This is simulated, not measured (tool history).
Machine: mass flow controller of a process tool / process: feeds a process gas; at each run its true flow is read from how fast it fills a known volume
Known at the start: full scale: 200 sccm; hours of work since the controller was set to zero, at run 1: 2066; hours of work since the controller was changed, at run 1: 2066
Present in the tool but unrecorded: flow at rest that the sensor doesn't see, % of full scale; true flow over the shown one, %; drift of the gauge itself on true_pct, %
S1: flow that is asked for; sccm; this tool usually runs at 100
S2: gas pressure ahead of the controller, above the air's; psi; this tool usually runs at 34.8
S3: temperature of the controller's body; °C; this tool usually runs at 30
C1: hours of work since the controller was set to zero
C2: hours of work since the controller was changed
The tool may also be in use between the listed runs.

{"run": 1, "hour": 0.0, "S1": 100, "S2": 34.8, "S3": 30, "C1": 2066, "C2": 2066, "true flow (%)": 100.01}
{"run": 2, "hour": 121.2, "S1": 100, "S2": 34.8, "S3": 30, "C1": 2156, "C2": 2156, "true flow (%)": 99.9}
{"run": 3, "hour": 183.9, "S1": 100, "S2": 34.8, "S3": 30, "C1": 2202, "C2": 2202, "true flow (%)": 99.91}
{"run": 4, "hour": 312.9, "S1": 100, "S2": 21.2, "S3": 30, "C1": 2297, "C2": 2297, "true flow (%)": 99.46}
{"run": 5, "hour": 386.7, "S1": 100, "S2": 21.2, "S3": 30, "C1": 2351, "C2": 2351, "true flow (%)": 99.43}
{"run": 6, "hour": 448.2, "S1": 32, "S2": 21.2, "S3": 30, "C1": 2396, "C2": 2396, "true flow (%)": 97.8}
{"run": 7, "hour": 513.5, "S1": 86, "S2": 34.8, "S3": 30, "C1": 2444, "C2": 2444, "true flow (%)": 99.88}
{"run": 8, "hour": 582.8, "S1": 86, "S2": 34.8, "S3": 30, "C1": 2495, "C2": 2495, "true flow (%)": 99.83}
{"run": 9, "hour": 656.4, "S1": 100, "S2": 30.0, "S3": 30, "C1": 2549, "C2": 2549, "true flow (%)": 99.85}
{"run": 10, "hour": 758.0, "S1": 100, "S2": 28.6, "S3": 30, "C1": 2624, "C2": 2624, "true flow (%)": 99.74}
{"run": 11, "hour": 816.5, "S1": 100, "S2": 28.6, "S3": 30, "C1": 2667, "C2": 2667, "true flow (%)": 99.73}
{"run": 12, "hour": 877.1, "S1": 100, "S2": 34.8, "S3": 30, "C1": 2712, "C2": 2712, "true flow (%)": 100.01}
{"run": 13, "hour": 994.4, "S1": 100, "S2": 20.3, "S3": 30, "C1": 2798, "C2": 2798, "true flow (%)": 99.62}
{"run": 14, "hour": 1047.6, "S1": 100, "S2": 20.3, "S3": 30, "C1": 2837, "C2": 2837, "true flow (%)": 99.59}
{"run": 15, "hour": 1110.5, "S1": 100, "S2": 20.3, "S3": 30, "C1": 2883, "C2": 2883, "true flow (%)": 99.49}
{"run": 16, "hour": 1201.2, "S1": 100, "S2": 20.6, "S3": 30, "C1": 2950, "C2": 2950, "true flow (%)": 99.6}
{"run": 17, "hour": 1318.1, "S1": 25, "S2": 34.8, "S3": 30, "C1": 3036, "C2": 3036, "true flow (%)": 97.7}
{"run": 18, "hour": 1408.2, "S1": 25, "S2": 34.8, "S3": 30, "C1": 3102, "C2": 3102, "true flow (%)": 97.68}
{"run": 19, "hour": 1469.1, "S1": 100, "S2": 34.8, "S3": 30, "C1": 3147, "C2": 3147, "true flow (%)": 100.09}
{"run": 20, "hour": 1560.5, "S1": 100, "S2": 33.6, "S3": 30, "C1": 3214, "C2": 3214, "true flow (%)": 100.05}
{"run": 21, "hour": 1643.3, "S1": 100, "S2": 33.6, "S3": 30, "C1": 3275, "C2": 3275, "true flow (%)": 100.08}
{"run": 22, "hour": 1741.5, "S1": 100, "S2": 33.6, "S3": 30, "C1": 3347, "C2": 3347, "true flow (%)": 100.16}
{"run": 23, "hour": 1819.1, "S1": 100, "S2": 33.6, "S3": 30, "C1": 3404, "C2": 3404, "true flow (%)": 100.16}
{"run": 24, "hour": 1892.2, "S1": 100, "S2": 34.8, "S3": 30, "C1": 3458, "C2": 3458, "true flow (%)": 100.09}
{"run": 25, "hour": 1995.6, "S1": 100, "S2": 33.1, "S3": 40, "C1": 3534, "C2": 3534, "true flow (%)": 101.07}
{"run": 26, "hour": 2110.0, "S1": 100, "S2": 33.1, "S3": 40, "C1": 3618, "C2": 3618, "true flow (%)": 101.06}
{"run": 27, "hour": 2234.7, "S1": 73, "S2": 33.1, "S3": 27, "C1": 3710, "C2": 3710, "true flow (%)": 99.35}
{"run": 28, "hour": 2365.2, "S1": 35, "S2": 26.0, "S3": 39, "C1": 3806, "C2": 3806, "true flow (%)": 98.85}
{"run": 29, "hour": 2488.6, "S1": 35, "S2": 23.9, "S3": 35, "C1": 3897, "C2": 3897, "true flow (%)": 98.32}
{"hour": 2498.4, "done": "controller's zero set anew"}
{"run": 30, "hour": 2572.1, "S1": 175, "S2": 36.8, "S3": 31, "C1": 54, "C2": 3958, "true flow (%)": 101.37}
{"run": 31, "hour": 2660.4, "S1": 24, "S2": 31.5, "S3": 27, "C1": 119, "C2": 4023, "true flow (%)": 95.43}
{"run": 32, "hour": 2790.0, "S1": 24, "S2": 31.5, "S3": 27, "C1": 215, "C2": 4118, "true flow (%)": 95.39}
{"run": 33, "hour": 2909.8, "S1": 24, "S2": 31.5, "S3": 27, "C1": 303, "C2": 4206, "true flow (%)": 95.37}
{"hour": 2927.5, "done": "controller's zero set anew, once more"}
{"run": 34, "hour": 3004.6, "S1": 106, "S2": 34.8, "S3": 38, "C1": 57, "C2": 4276, "true flow (%)": 102.01}
{"run": 35, "hour": 3113.7, "S1": 143, "S2": 40.0, "S3": 22, "C1": 137, "C2": 4356, "true flow (%)": 100.93}
{"run": 36, "hour": 3233.0, "S1": 143, "S2": 40.0, "S3": 22, "C1": 225, "C2": 4444, "true flow (%)": 100.89}
{"run": 37, "hour": 3342.6, "S1": 35, "S2": 40.0, "S3": 20, "C1": 305, "C2": 4524, "true flow (%)": 99.33}
{"run": 38, "hour": 3454.3, "S1": 100, "S2": 29.0, "S3": 20, "C1": 387, "C2": 4606, "true flow (%)": 99.95}
{"run": 39, "hour": 3534.6, "S1": 100, "S2": 27.6, "S3": 24, "C1": 446, "C2": 4665, "true flow (%)": 100.21}
{"run": 40, "hour": 3656.7, "S1": 127, "S2": 36.7, "S3": 30, "C1": 536, "C2": 4755, "true flow (%)": 101.47}

For run 41, what comes out?
{"run": 41, "hour": 3744.9, "S1": 127, "S2": 36.7, "S3": 30, "C1": 601, "C2": 4820, "true flow (%)": "?"}

Run 41 yielded true flow (%) 101.46.
The same run, on a tool lacking any hidden state, would have yielded true flow (%) 99.84.

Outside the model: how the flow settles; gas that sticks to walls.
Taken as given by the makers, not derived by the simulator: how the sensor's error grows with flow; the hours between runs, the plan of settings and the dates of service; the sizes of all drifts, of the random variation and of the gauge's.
